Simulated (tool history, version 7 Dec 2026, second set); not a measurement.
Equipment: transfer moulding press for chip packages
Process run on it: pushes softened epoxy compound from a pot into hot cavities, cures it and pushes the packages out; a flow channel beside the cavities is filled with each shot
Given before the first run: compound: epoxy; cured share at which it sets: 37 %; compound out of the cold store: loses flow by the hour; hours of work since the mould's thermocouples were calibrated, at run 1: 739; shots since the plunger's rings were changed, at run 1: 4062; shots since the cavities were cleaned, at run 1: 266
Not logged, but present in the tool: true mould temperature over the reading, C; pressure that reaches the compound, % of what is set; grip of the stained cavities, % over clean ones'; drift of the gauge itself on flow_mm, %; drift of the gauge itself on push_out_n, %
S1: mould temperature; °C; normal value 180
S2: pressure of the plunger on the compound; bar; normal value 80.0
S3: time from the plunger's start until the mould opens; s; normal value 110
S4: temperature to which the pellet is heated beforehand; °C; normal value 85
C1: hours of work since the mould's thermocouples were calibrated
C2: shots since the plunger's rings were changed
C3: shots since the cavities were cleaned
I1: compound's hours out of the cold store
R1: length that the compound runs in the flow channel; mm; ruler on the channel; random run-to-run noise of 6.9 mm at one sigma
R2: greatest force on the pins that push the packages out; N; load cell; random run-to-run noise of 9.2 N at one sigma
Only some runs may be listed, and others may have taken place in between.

run,hour,S1,S2,S3,S4,C1,C2,C3,I1,R1,R2
1,0.0,180,80.0,110,85,739,4062,266,10.1,783,435
2,47.8,180,80.0,110,79,763,4446,650,10.3,790,431
# hour 60.4: cavities cleaned with cleaning compound and waxed
3,113.5,180,80.0,110,79,794,4961,426,25.7,752,412
# hour 153.3: cavities cleaned with cleaning compound and waxed
# hour 157.6: mould's thermocouples calibrated
4,157.6,180,80.0,110,79,0,5287,18,44.9,688,398
5,202.3,180,80.0,110,79,22,5646,377,43.9,694,424
# hour 249.6: cavities cleaned with cleaning compound and waxed
6,268.1,180,88.9,110,85,54,6163,148,46.5,741,404
7,326.1,180,80.0,110,85,82,6629,614,16.3,769,423
# hour 345.8: cavities cleaned with cleaning compound and waxed
# hour 378.3: plunger's sealing rings changed
8,381.7,180,80.0,110,85,108,27,268,34.1,730,409
9,425.8,180,80.0,110,85,130,382,623,38.0,715,418
# hour 440.8: cavities cleaned with cleaning compound and waxed
10,474.1,180,80.0,110,85,153,757,267,15.0,775,415
11,507.5,180,63.2,110,85,169,1026,536,15.3,692,430
# hour 533.5: cavities cleaned with cleaning compound and waxed
12,567.9,180,63.2,110,85,198,1499,276,33.7,642,408
13,616.4,180,63.2,110,85,222,1888,665,45.0,618,411
# hour 627.5: cavities cleaned with cleaning compound and waxed
14,655.2,180,80.0,110,85,241,2188,222,40.5,713,418
15,692.6,180,80.0,110,77,259,2488,522,27.4,756,414
# hour 719.8: cavities cleaned with cleaning compound and waxed
16,728.5,187,80.0,110,90,276,2765,70,14.4,752,362
17,791.6,187,80.0,110,90,307,3272,577,8.2,768,371
# hour 811.4: cavities cleaned with cleaning compound and waxed
18,839.0,180,80.0,110,79,330,3640,221,31.9,744,419
19,884.7,180,63.3,110,95,352,4008,589,33.7,641,398
# hour 908.9: cavities cleaned with cleaning compound and waxed
20,929.2,179,66.2,110,85,374,4353,163,9.1,735,458
21,957.2,179,66.2,110,85,387,4577,387,10.8,711,455
# hour 1004.1: cavities cleaned with cleaning compound and waxed
22,1007.3,180,80.0,121,87,411,4968,26,41.1,711,370
23,1037.0,184,65.8,121,92,426,5207,265,25.2,657,371
24,1074.1,185,95.9,115,79,444,5505,563,45.9,741,383
# hour 1098.2: cavities cleaned with cleaning compound and waxed
25,1136.8,185,95.9,115,79,475,5996,309,31.3,797,364
26,1169.5,185,95.9,115,79,491,6259,572,30.8,788,361
# hour 1193.0: cavities cleaned with cleaning compound and waxed
27,1232.9,185,95.9,115,76,521,6756,320,15.3,820,385
# hour 1269.4: plunger's sealing rings changed
28,1271.5,185,80.0,110,85,539,17,610,44.6,680,362

Predict each of these 3 candidate next runs independently; none follows another, all start after run 28:
# hour 1288.1: cavities cleaned with cleaning compound and waxed
A,1334.0,185,80.0,108,85,569,507,368,31.3,?,?
# hour 1288.1: cavities cleaned with cleaning compound and waxed
B,1334.0,180,80.0,146,76,569,507,368,45.2,?,?
# hour 1288.1: cavities cleaned with cleaning compound and waxed
C,1334.0,179,86.2,110,85,569,507,368,11.8,?,?

run,R1,R2
A,712,368
B,696,361
C,830,459
Had the tool no hidden state, the same runs would have come out as:
run,R1,R2
A,712,362
B,696,355
C,831,452
